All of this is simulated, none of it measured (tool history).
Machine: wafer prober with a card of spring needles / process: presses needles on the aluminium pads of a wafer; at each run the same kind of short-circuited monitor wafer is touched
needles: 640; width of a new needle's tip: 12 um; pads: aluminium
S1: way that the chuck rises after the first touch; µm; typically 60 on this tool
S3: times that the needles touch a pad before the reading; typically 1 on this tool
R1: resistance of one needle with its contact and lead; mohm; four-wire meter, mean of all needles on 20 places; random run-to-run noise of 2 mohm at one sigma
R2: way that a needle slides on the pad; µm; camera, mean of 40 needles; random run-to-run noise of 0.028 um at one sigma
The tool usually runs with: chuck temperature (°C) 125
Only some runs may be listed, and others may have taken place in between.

Run 1, hour 0: usual settings. Result: R1 282 mohm, R2 8.86 µm.
Run 2, hour 9.1: usual settings. Result: R1 302 mohm, R2 8.91 µm.
At hour 14.2: tips cleaned on abrasive film.
Run 3, hour 15.4: usual settings. Result: R1 233 mohm, R2 8.85 µm.
Run 4, hour 21.1: usual settings. Result: R1 262 mohm, R2 8.86 µm.
Run 5, hour 27.2: usual settings. Result: R1 284 mohm, R2 8.9 µm.
At hour 37.8: tips cleaned on abrasive film.
Run 6, hour 37.8: usual settings. Result: R1 221 mohm, R2 8.82 µm.
Run 7, hour 47.2: usual settings. Result: R1 275 mohm, R2 8.87 µm.
Run 8, hour 55.7: usual settings. Result: R1 299 mohm, R2 8.83 µm.
At hour 61.4: tips cleaned on abrasive film.
Run 9, hour 61.4: usual settings. Result: R1 225 mohm, R2 8.8 µm.
Run 10, hour 69.9: usual settings but S3 2. Result: R1 250 mohm, R2 8.84 µm.
Run 11, hour 77.6: usual settings but S3 2. Result: R1 266 mohm, R2 8.81 µm.
At hour 85: tips cleaned on abrasive film.
Run 12, hour 85.1: usual settings but chuck temperature (°C) 63. Result: R1 211 mohm, R2 8.8 µm.
Run 13, hour 95.6: usual settings but chuck temperature (°C) 63. Result: R1 269 mohm, R2 8.78 µm.
Run 14, hour 103.1: usual settings but chuck temperature (°C) 63. Result: R1 291 mohm, R2 8.81 µm.
At hour 108.5: tips cleaned on abrasive film.
Run 15, hour 112.6: usual settings but chuck temperature (°C) 63. Result: R1 239 mohm, R2 8.78 µm.
Run 16, hour 121.8: usual settings but S1 63 µm, chuck temperature (°C) 85. Result: R1 272 mohm, R2 9.25 µm.
At hour 132: tips cleaned on abrasive film.
Run 17, hour 132.3: usual settings but chuck temperature (°C) 34. Result: R1 209 mohm, R2 8.82 µm.
Run 18, hour 139.5: usual settings but S1 71 µm. Result: R1 257 mohm, R2 10.45 µm.
Run 19, hour 147.1: usual settings but S1 58 µm, chuck temperature (°C) 29, S3 2. Result: R1 251 mohm, R2 8.51 µm.
Run 20, hour 154.3: usual settings but S1 71 µm, chuck temperature (°C) 62, S3 2. Result: R1 244 mohm, R2 10.41 µm.
At hour 155.3: tips cleaned on abrasive film.
Run 21, hour 160.2: usual settings but S1 71 µm, chuck temperature (°C) 62, S3 2. Result: R1 219 mohm, R2 10.43 µm.
Run 22, hour 168.5: usual settings but chuck temperature (°C) 101, S3 3. Result: R1 239 mohm, R2 8.76 µm.
Run 23, hour 176.7: usual settings but S1 42 µm, chuck temperature (°C) 61, S3 3. Result: R1 277 mohm, R2 6.06 µm.
At hour 178.9: tips cleaned on abrasive film.
Run 24, hour 185.8: usual settings but S1 56 µm, chuck temperature (°C) 61. Result: R1 265 mohm, R2 8.14 µm.
Run 25, hour 191.5: usual settings but S1 66 µm, chuck temperature (°C) 29, S3 2. Result: R1 239 mohm, R2 9.68 µm.
Run 26, hour 197.1: usual settings but S1 55 µm, S3 2. Result: R1 277 mohm, R2 8.01 µm.
At hour 202.5: tips cleaned on abrasive film.
Run 27, hour 206: usual settings but S1 41 µm, chuck temperature (°C) 42, S3 2. Result: R1 250 mohm, R2 5.9 µm.
Run 28, hour 215.9: usual settings but S1 41 µm, chuck temperature (°C) 42, S3 2. Result: R1 307 mohm, R2 5.81 µm.
At hour 225.9: tips cleaned on abrasive film.
Run 29, hour 226: usual settings but S1 61 µm. Result: R1 225 mohm, R2 8.86 µm.

Consider 4 possible next runs. They are alternatives, not a sequence: every one starts from the tool as it was left by run 29. What does each give?
Run A, hour 235.5: usual settings but S1 43 µm, chuck temperature (°C) 50, S3 2. Result: R1 ?, R2 ?.
Run B, hour 235.5: usual settings but S1 54 µm. Result: R1 ?, R2 ?.
Run C, hour 235.5: usual settings but S1 54 µm. Result: R1 ?, R2 ?.
Run D, hour 235.5: usual settings but S1 59 µm. Result: R1 ?, R2 ?.

run   R1    R2
  A  283  6.16
  B  296  7.79
  C  293  7.82
  D  281  8.57
With no hidden state in the tool, these same runs would have given:
run   R1    R2
  A  205  6.49
  B  219  8.13
  C  217  8.16
  D  215   8.9
